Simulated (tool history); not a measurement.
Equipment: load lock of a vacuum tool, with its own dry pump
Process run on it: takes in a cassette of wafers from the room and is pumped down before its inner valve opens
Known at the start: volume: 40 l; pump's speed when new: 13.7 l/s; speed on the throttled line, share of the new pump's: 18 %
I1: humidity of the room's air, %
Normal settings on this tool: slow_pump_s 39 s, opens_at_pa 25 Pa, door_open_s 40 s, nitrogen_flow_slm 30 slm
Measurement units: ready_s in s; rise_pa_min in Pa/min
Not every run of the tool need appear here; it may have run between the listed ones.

run 1 day=0.000 | slow_pump_s=39 opens_at_pa=25 door_open_s=40 nitrogen_flow_slm=30 | I1=42.2 | ready_s=57.6 rise_pa_min=0.069
run 2 day=19.938 | slow_pump_s=39 opens_at_pa=25 door_open_s=40 nitrogen_flow_slm=30 | I1=47.3 | ready_s=57.7 rise_pa_min=0.086
run 3 day=38.908 | slow_pump_s=39 opens_at_pa=25 door_open_s=40 nitrogen_flow_slm=15 | I1=45.6 | ready_s=57.7 rise_pa_min=0.094
run 4 day=55.842 | slow_pump_s=39 opens_at_pa=25 door_open_s=40 nitrogen_flow_slm=15 | I1=46.9 | ready_s=58.2 rise_pa_min=0.112
run 5 day=80.117 | slow_pump_s=39 opens_at_pa=25 door_open_s=26 nitrogen_flow_slm=30 | I1=41.0 | ready_s=58.1 rise_pa_min=0.113
run 6 day=91.775 | slow_pump_s=39 opens_at_pa=25 door_open_s=40 nitrogen_flow_slm=30 | I1=44.1 | ready_s=57.8 rise_pa_min=0.130
run 7 day=119.117 | slow_pump_s=39 opens_at_pa=25 door_open_s=40 nitrogen_flow_slm=30 | I1=41.2 | ready_s=58.0 rise_pa_min=0.142
run 8 day=132.342 | slow_pump_s=39 opens_at_pa=25 door_open_s=40 nitrogen_flow_slm=30 | I1=44.4 | ready_s=58.1 rise_pa_min=0.153
run 9 day=144.196 | slow_pump_s=39 opens_at_pa=25 door_open_s=40 nitrogen_flow_slm=30 | I1=42.6 | ready_s=58.2 rise_pa_min=0.164
run 10 day=168.117 | slow_pump_s=39 opens_at_pa=25 door_open_s=40 nitrogen_flow_slm=30 | I1=44.2 | ready_s=58.0 rise_pa_min=0.178
run 11 day=189.883 | slow_pump_s=39 opens_at_pa=25 door_open_s=40 nitrogen_flow_slm=30 | I1=42.2 | ready_s=58.4 rise_pa_min=0.202
run 12 day=206.708 | slow_pump_s=39 opens_at_pa=25 door_open_s=40 nitrogen_flow_slm=36 | I1=43.5 | ready_s=57.9 rise_pa_min=0.214
run 13 day=223.908 | slow_pump_s=39 opens_at_pa=25 door_open_s=40 nitrogen_flow_slm=36 | I1=45.5 | ready_s=58.7 rise_pa_min=0.223
run 14 day=247.458 | slow_pump_s=39 opens_at_pa=25 door_open_s=170 nitrogen_flow_slm=30 | I1=48.0 | ready_s=58.4 rise_pa_min=0.283
run 15 day=266.308 | slow_pump_s=39 opens_at_pa=25 door_open_s=170 nitrogen_flow_slm=30 | I1=43.0 | ready_s=58.4 rise_pa_min=0.300
run 16 day=287.567 | slow_pump_s=39 opens_at_pa=25 door_open_s=170 nitrogen_flow_slm=26 | I1=41.4 | ready_s=58.6 rise_pa_min=0.311
run 17 day=310.900 | slow_pump_s=39 opens_at_pa=25 door_open_s=170 nitrogen_flow_slm=26 | I1=45.4 | ready_s=58.7 rise_pa_min=0.352
run 18 day=336.917 | slow_pump_s=39 opens_at_pa=25 door_open_s=30 nitrogen_flow_slm=30 | I1=44.5 | ready_s=59.0 rise_pa_min=0.356
run 19 day=357.958 | slow_pump_s=39 opens_at_pa=25 door_open_s=30 nitrogen_flow_slm=30 | I1=43.6 | ready_s=59.1 rise_pa_min=0.377
run 20 day=376.208 | slow_pump_s=21 opens_at_pa=25 door_open_s=40 nitrogen_flow_slm=23 | I1=46.9 | ready_s=44.7 rise_pa_min=0.402
run 21 day=399.479 | slow_pump_s=21 opens_at_pa=25 door_open_s=40 nitrogen_flow_slm=23 | I1=40.8 | ready_s=44.7 rise_pa_min=0.435
run 22 day=424.167 | slow_pump_s=35 opens_at_pa=30 door_open_s=40 nitrogen_flow_slm=30 | I1=44.9 | ready_s=55.6 rise_pa_min=0.470
run 23 day=448.721 | slow_pump_s=75 opens_at_pa=31 door_open_s=119 nitrogen_flow_slm=30 | I1=46.1 | ready_s=87.5 rise_pa_min=0.513
run 24 day=461.354 | slow_pump_s=29 opens_at_pa=25 door_open_s=40 nitrogen_flow_slm=30 | I1=46.2 | ready_s=51.3 rise_pa_min=0.524
-- day=478.654 door's seal changed, seat wiped
run 25 day=483.129 | slow_pump_s=45 opens_at_pa=25 door_open_s=179 nitrogen_flow_slm=6 | I1=46.5 | ready_s=64.3 rise_pa_min=0.075

Run 26 is up next; what results do you expect?
run 26 day=497.771 | slow_pump_s=39 opens_at_pa=25 door_open_s=78 nitrogen_flow_slm=10 | I1=41.4 | ready_s=? rise_pa_min=?

{"run 26": {"ready_s": 59.3, "rise_pa_min": 0.039}}
Had the tool carried no hidden state, the very same run would have given ready_s 56.4 s, rise_pa_min 0.034 Pa/min.

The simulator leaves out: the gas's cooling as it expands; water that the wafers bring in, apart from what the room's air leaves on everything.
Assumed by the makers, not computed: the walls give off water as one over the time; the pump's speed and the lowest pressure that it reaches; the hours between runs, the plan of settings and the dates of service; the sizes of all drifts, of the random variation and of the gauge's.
